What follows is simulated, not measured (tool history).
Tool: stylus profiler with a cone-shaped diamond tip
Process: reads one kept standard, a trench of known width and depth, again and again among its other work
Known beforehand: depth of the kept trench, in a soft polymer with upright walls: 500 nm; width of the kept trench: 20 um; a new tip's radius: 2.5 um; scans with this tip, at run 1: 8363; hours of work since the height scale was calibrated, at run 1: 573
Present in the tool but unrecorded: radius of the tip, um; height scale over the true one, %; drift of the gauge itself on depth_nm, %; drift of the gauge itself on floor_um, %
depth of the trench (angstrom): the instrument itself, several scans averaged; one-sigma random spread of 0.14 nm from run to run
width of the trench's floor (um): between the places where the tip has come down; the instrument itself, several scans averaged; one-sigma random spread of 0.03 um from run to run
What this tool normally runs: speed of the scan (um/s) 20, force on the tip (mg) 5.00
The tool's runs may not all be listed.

| run | hour | speed of the scan (um/s) | force on the tip (mg) | scans with this tip | hours of work since the height scale was calibrated | depth of the trench (angstrom) | width of the trench's floor (um) |
|---|---|---|---|---|---|---|---|
| 1 | 0.0 | 20 | 5.00 | 8363 | 573 | 5132.3 | 16.31 |
| 2 | 31.2 | 20 | 5.00 | 8553 | 586 | 5133.5 | 16.20 |
| 3 | 71.2 | 20 | 5.00 | 8796 | 602 | 5135.0 | 16.23 |
| 4 | 90.2 | 20 | 5.00 | 8912 | 610 | 5133.4 | 16.22 |
| 5 | 121.8 | 20 | 2.10 | 9104 | 624 | 5080.9 | 16.17 |
| 6 | 165.8 | 20 | 3.77 | 9372 | 642 | 5113.8 | 16.21 |
| 7 | 186.7 | 20 | 5.00 | 9499 | 651 | 5135.3 | 16.23 |
| 8 | 211.2 | 20 | 5.00 | 9648 | 661 | 5135.1 | 16.17 |
| 9 | 244.3 | 20 | 5.00 | 9850 | 675 | 5134.9 | 16.18 |
| 10 | 277.5 | 20 | 10.85 | 10052 | 688 | 5217.2 | 16.17 |
|  | 282.1 | height scale calibrated on a step standard |
| 11 | 315.8 | 20 | 10.85 | 10282 | 14 | 5220.4 | 16.17 |
| 12 | 349.1 | 20 | 5.00 | 10485 | 28 | 5138.1 | 16.07 |
| 13 | 376.9 | 20 | 5.00 | 10654 | 40 | 5138.2 | 16.12 |
| 14 | 413.6 | 20 | 7.41 | 10877 | 55 | 5173.7 | 16.17 |
| 15 | 439.7 | 20 | 7.41 | 11036 | 66 | 5177.6 | 16.04 |
|  | 442.7 | height scale calibrated on a step standard, once more |
| 16 | 482.5 | 20 | 5.00 | 11293 | 17 | 5120.8 | 16.10 |
| 17 | 522.1 | 20 | 5.00 | 11534 | 33 | 5117.8 | 16.11 |
| 18 | 562.0 | 20 | 5.00 | 11777 | 50 | 5120.9 | 16.08 |
| 19 | 602.5 | 58 | 2.09 | 12024 | 67 | 5070.2 | 15.77 |
| 20 | 632.7 | 6 | 6.55 | 12208 | 79 | 5142.4 | 16.10 |
| 21 | 660.8 | 6 | 6.55 | 12379 | 91 | 5143.4 | 16.05 |
| 22 | 696.5 | 46 | 3.08 | 12596 | 106 | 5088.6 | 15.83 |
| 23 | 731.0 | 76 | 2.41 | 12806 | 120 | 5075.1 | 15.62 |
| 24 | 751.2 | 8 | 2.74 | 12929 | 129 | 5084.0 | 16.00 |
| 25 | 775.2 | 30 | 9.49 | 13075 | 139 | 5184.0 | 15.97 |
| 26 | 813.1 | 20 | 14.21 | 13306 | 154 | 5241.0 | 16.05 |
| 27 | 834.7 | 66 | 2.37 | 13437 | 163 | 5075.2 | 15.62 |
| 28 | 864.5 | 66 | 2.37 | 13618 | 176 | 5074.5 | 15.60 |
| 29 | 884.2 | 5 | 4.68 | 13738 | 184 | 5116.6 | 15.97 |
| 30 | 911.5 | 17 | 11.99 | 13904 | 195 | 5217.2 | 15.94 |
| 31 | 955.3 | 17 | 11.99 | 14171 | 214 | 5216.1 | 15.94 |
| 32 | 981.4 | 20 | 4.88 | 14329 | 225 | 5122.1 | 15.87 |
| 33 | 1019.0 | 20 | 4.88 | 14558 | 240 | 5119.3 | 15.84 |
| 34 | 1043.4 | 20 | 4.88 | 14707 | 250 | 5124.0 | 15.75 |
| 35 | 1085.3 | 11 | 9.21 | 14962 | 268 | 5183.7 | 15.92 |
| 36 | 1106.3 | 43 | 5.35 | 15090 | 277 | 5128.3 | 15.79 |

Forecast each of these 3 alternatives for the next run:
| A | 1136.7 | 10 | 2.53 | 15275 | 289 | ? | ? |
| B | 1136.7 | 5 | 5.18 | 15275 | 289 | ? | ? |
| C | 1136.7 | 8 | 5.82 | 15275 | 289 | ? | ? |

| run | depth of the trench (angstrom) | width of the trench's floor (um) |
|---|---|---|
| A | 5080.4 | 15.82 |
| B | 5125.1 | 15.87 |
| C | 5136.7 | 15.87 |
With no hidden state in the tool, these same runs would have given:
| run | depth of the trench (angstrom) | width of the trench's floor (um) |
|---|---|---|
| A | 5074.6 | 16.91 |
| B | 5119.2 | 16.96 |
| C | 5130.9 | 16.96 |

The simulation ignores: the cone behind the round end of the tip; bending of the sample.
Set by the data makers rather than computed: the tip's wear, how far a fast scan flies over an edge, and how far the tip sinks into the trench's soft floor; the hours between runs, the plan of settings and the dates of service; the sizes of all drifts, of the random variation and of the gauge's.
